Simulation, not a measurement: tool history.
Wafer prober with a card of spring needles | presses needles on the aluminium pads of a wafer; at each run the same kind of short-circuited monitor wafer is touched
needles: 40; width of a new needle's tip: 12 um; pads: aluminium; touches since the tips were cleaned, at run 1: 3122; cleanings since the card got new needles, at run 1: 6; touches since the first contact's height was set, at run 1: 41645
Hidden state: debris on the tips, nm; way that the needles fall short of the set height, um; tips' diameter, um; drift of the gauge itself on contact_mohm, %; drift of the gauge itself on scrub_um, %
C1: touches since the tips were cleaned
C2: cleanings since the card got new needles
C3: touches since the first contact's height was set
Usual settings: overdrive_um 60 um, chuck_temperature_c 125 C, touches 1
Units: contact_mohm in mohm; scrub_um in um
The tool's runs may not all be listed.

{"run": 1, "hour": 0.0, "overdrive_um": 60, "chuck_temperature_c": 125, "touches": 1, "C1": 3122, "C2": 6, "C3": 41645, "contact_mohm": 137, "scrub_um": 12.57}
{"hour": 5.6, "done": "tips cleaned on abrasive film"}
{"run": 2, "hour": 11.6, "overdrive_um": 60, "chuck_temperature_c": 125, "touches": 1, "C1": 2684, "C2": 7, "C3": 46755, "contact_mohm": 135, "scrub_um": 12.53}
{"hour": 18.8, "done": "tips cleaned on abrasive film"}
{"run": 3, "hour": 22.8, "overdrive_um": 60, "chuck_temperature_c": 125, "touches": 1, "C1": 1774, "C2": 8, "C3": 51652, "contact_mohm": 135, "scrub_um": 12.45}
{"run": 4, "hour": 29.5, "overdrive_um": 60, "chuck_temperature_c": 125, "touches": 1, "C1": 4734, "C2": 8, "C3": 54612, "contact_mohm": 137, "scrub_um": 12.48}
{"hour": 31.1, "done": "tips cleaned on abrasive film"}
{"run": 5, "hour": 42.6, "overdrive_um": 60, "chuck_temperature_c": 125, "touches": 1, "C1": 5106, "C2": 9, "C3": 60391, "contact_mohm": 133, "scrub_um": 12.42}
{"hour": 44.0, "done": "tips cleaned on abrasive film"}
{"hour": 56.3, "done": "tips cleaned on abrasive film"}
{"run": 6, "hour": 56.6, "overdrive_um": 75, "chuck_temperature_c": 125, "touches": 1, "C1": 156, "C2": 11, "C3": 66526, "contact_mohm": 135, "scrub_um": 15.7}
{"hour": 69.1, "done": "tips cleaned on abrasive film"}
{"run": 7, "hour": 71.3, "overdrive_um": 75, "chuck_temperature_c": 125, "touches": 1, "C1": 987, "C2": 12, "C3": 72996, "contact_mohm": 135, "scrub_um": 15.32}
{"run": 8, "hour": 79.7, "overdrive_um": 75, "chuck_temperature_c": 125, "touches": 1, "C1": 4678, "C2": 12, "C3": 76687, "contact_mohm": 135, "scrub_um": 15.61}
{"hour": 81.4, "done": "tips cleaned on abrasive film"}
{"hour": 94.4, "done": "tips cleaned on abrasive film"}
{"run": 9, "hour": 94.6, "overdrive_um": 60, "chuck_temperature_c": 125, "touches": 1, "C1": 89, "C2": 14, "C3": 83205, "contact_mohm": 134, "scrub_um": 12.5}
{"hour": 107.7, "done": "tips cleaned on abrasive film"}
{"run": 10, "hour": 108.9, "overdrive_um": 60, "chuck_temperature_c": 125, "touches": 1, "C1": 539, "C2": 15, "C3": 89538, "contact_mohm": 136, "scrub_um": 12.43}
{"run": 11, "hour": 118.7, "overdrive_um": 47, "chuck_temperature_c": 125, "touches": 1, "C1": 4883, "C2": 15, "C3": 93882, "contact_mohm": 138, "scrub_um": 9.61}
{"hour": 120.8, "done": "tips cleaned on abrasive film"}
{"hour": 133.7, "done": "tips cleaned on abrasive film"}
{"run": 12, "hour": 133.9, "overdrive_um": 47, "chuck_temperature_c": 125, "touches": 1, "C1": 59, "C2": 17, "C3": 100497, "contact_mohm": 138, "scrub_um": 9.87}
{"hour": 146.8, "done": "tips cleaned on abrasive film"}
{"run": 13, "hour": 148.4, "overdrive_um": 66, "chuck_temperature_c": 125, "touches": 1, "C1": 717, "C2": 18, "C3": 106902, "contact_mohm": 137, "scrub_um": 13.78}
{"hour": 159.7, "done": "tips cleaned on abrasive film"}
{"run": 14, "hour": 163.6, "overdrive_um": 66, "chuck_temperature_c": 125, "touches": 1, "C1": 1741, "C2": 19, "C3": 113587, "contact_mohm": 137, "scrub_um": 13.65}
{"hour": 172.1, "done": "tips cleaned on abrasive film"}
{"run": 15, "hour": 173.8, "overdrive_um": 66, "chuck_temperature_c": 125, "touches": 1, "C1": 749, "C2": 20, "C3": 118082, "contact_mohm": 135, "scrub_um": 13.58}
{"run": 16, "hour": 181.4, "overdrive_um": 66, "chuck_temperature_c": 44, "touches": 1, "C1": 4110, "C2": 20, "C3": 121443, "contact_mohm": 124, "scrub_um": 13.65}
{"hour": 185.2, "done": "tips cleaned on abrasive film"}
{"run": 17, "hour": 190.5, "overdrive_um": 44, "chuck_temperature_c": 100, "touches": 2, "C1": 2326, "C2": 21, "C3": 125403, "contact_mohm": 134, "scrub_um": 9.03}
{"hour": 197.9, "done": "tips cleaned on abrasive film"}
{"run": 18, "hour": 203.2, "overdrive_um": 43, "chuck_temperature_c": 72, "touches": 3, "C1": 2356, "C2": 22, "C3": 131017, "contact_mohm": 134, "scrub_um": 8.77}
{"hour": 210.7, "done": "tips cleaned on abrasive film"}
{"run": 19, "hour": 214.3, "overdrive_um": 49, "chuck_temperature_c": 41, "touches": 1, "C1": 1572, "C2": 23, "C3": 135873, "contact_mohm": 127, "scrub_um": 9.88}
{"run": 20, "hour": 221.9, "overdrive_um": 49, "chuck_temperature_c": 41, "touches": 1, "C1": 4956, "C2": 23, "C3": 139257, "contact_mohm": 126, "scrub_um": 10.04}
{"hour": 223.1, "done": "tips cleaned on abrasive film"}
{"hour": 235.8, "done": "tips cleaned on abrasive film"}
{"run": 21, "hour": 236.7, "overdrive_um": 49, "chuck_temperature_c": 41, "touches": 1, "C1": 398, "C2": 25, "C3": 145739, "contact_mohm": 124, "scrub_um": 10.07}
{"run": 22, "hour": 245.5, "overdrive_um": 49, "chuck_temperature_c": 41, "touches": 1, "C1": 4291, "C2": 25, "C3": 149632, "contact_mohm": 125, "scrub_um": 10.08}
{"hour": 248.3, "done": "tips cleaned on abrasive film"}
{"run": 23, "hour": 255.7, "overdrive_um": 46, "chuck_temperature_c": 104, "touches": 1, "C1": 3253, "C2": 26, "C3": 154093, "contact_mohm": 133, "scrub_um": 9.44}
{"hour": 261.7, "done": "tips cleaned on abrasive film"}
{"run": 24, "hour": 270.2, "overdrive_um": 46, "chuck_temperature_c": 104, "touches": 1, "C1": 3790, "C2": 27, "C3": 160498, "contact_mohm": 135, "scrub_um": 9.4}
{"hour": 274.4, "done": "tips cleaned on abrasive film"}
{"run": 25, "hour": 278.2, "overdrive_um": 46, "chuck_temperature_c": 30, "touches": 1, "C1": 1680, "C2": 28, "C3": 163988, "contact_mohm": 123, "scrub_um": 9.38}
{"hour": 287.6, "done": "tips cleaned on abrasive film"}
{"run": 26, "hour": 288.9, "overdrive_um": 41, "chuck_temperature_c": 65, "touches": 2, "C1": 591, "C2": 29, "C3": 168691, "contact_mohm": 129, "scrub_um": 8.37}
{"run": 27, "hour": 299.7, "overdrive_um": 60, "chuck_temperature_c": 65, "touches": 1, "C1": 5362, "C2": 29, "C3": 173462, "contact_mohm": 126, "scrub_um": 12.42}
{"hour": 300.5, "done": "tips cleaned on abrasive film"}
{"run": 28, "hour": 309.6, "overdrive_um": 41, "chuck_temperature_c": 38, "touches": 1, "C1": 4032, "C2": 30, "C3": 177808, "contact_mohm": 129, "scrub_um": 8.36}
{"hour": 313.1, "done": "tips cleaned on abrasive film"}
{"run": 29, "hour": 321.9, "overdrive_um": 69, "chuck_temperature_c": 67, "touches": 1, "C1": 3893, "C2": 31, "C3": 183238, "contact_mohm": 127, "scrub_um": 14.08}
{"hour": 326.3, "done": "tips cleaned on abrasive film"}
{"run": 30, "hour": 336.1, "overdrive_um": 46, "chuck_temperature_c": 72, "touches": 1, "C1": 4348, "C2": 32, "C3": 189463, "contact_mohm": 129, "scrub_um": 9.46}
{"hour": 338.5, "done": "tips cleaned on abrasive film"}
{"run": 31, "hour": 342.9, "overdrive_um": 68, "chuck_temperature_c": 37, "touches": 2, "C1": 1952, "C2": 33, "C3": 192440, "contact_mohm": 123, "scrub_um": 13.85}
{"hour": 351.5, "done": "tips cleaned on abrasive film"}
{"run": 32, "hour": 356.1, "overdrive_um": 46, "chuck_temperature_c": 72, "touches": 1, "C1": 2045, "C2": 34, "C3": 198270, "contact_mohm": 130, "scrub_um": 9.32}

5 ways to go on from here, each from the tool as it stands after run 32. What would each give?
{"hour": 364.6, "done": "tips cleaned on abrasive film"}
{"run": "A", "hour": 366.3, "overdrive_um": 50, "chuck_temperature_c": 55, "touches": 3, "C1": 775, "C2": 35, "C3": 202742, "contact_mohm": "?", "scrub_um": "?"}
{"hour": 364.6, "done": "tips cleaned on abrasive film"}
{"run": "B", "hour": 366.3, "overdrive_um": 77, "chuck_temperature_c": 60, "touches": 1, "C1": 775, "C2": 35, "C3": 202742, "contact_mohm": "?", "scrub_um": "?"}
{"hour": 364.6, "done": "tips cleaned on abrasive film"}
{"run": "C", "hour": 366.3, "overdrive_um": 70, "chuck_temperature_c": 29, "touches": 1, "C1": 775, "C2": 35, "C3": 202742, "contact_mohm": "?", "scrub_um": "?"}
{"hour": 364.6, "done": "tips cleaned on abrasive film"}
{"run": "D", "hour": 366.3, "overdrive_um": 70, "chuck_temperature_c": 84, "touches": 1, "C1": 775, "C2": 35, "C3": 202742, "contact_mohm": "?", "scrub_um": "?"}
{"hour": 364.6, "done": "tips cleaned on abrasive film"}
{"run": "E", "hour": 366.3, "overdrive_um": 64, "chuck_temperature_c": 51, "touches": 2, "C1": 775, "C2": 35, "C3": 202742, "contact_mohm": "?", "scrub_um": "?"}

run=A contact_mohm=127 scrub_um=10.13
run=B contact_mohm=125 scrub_um=15.61
run=C contact_mohm=122 scrub_um=14.13
run=D contact_mohm=131 scrub_um=14.35
run=E contact_mohm=123 scrub_um=12.99
Without the tool's hidden state the same runs would have given:
run=A contact_mohm=127 scrub_um=10.41
run=B contact_mohm=125 scrub_um=16.05
run=C contact_mohm=122 scrub_um=14.52
run=D contact_mohm=131 scrub_um=14.75
run=E contact_mohm=123 scrub_um=13.35
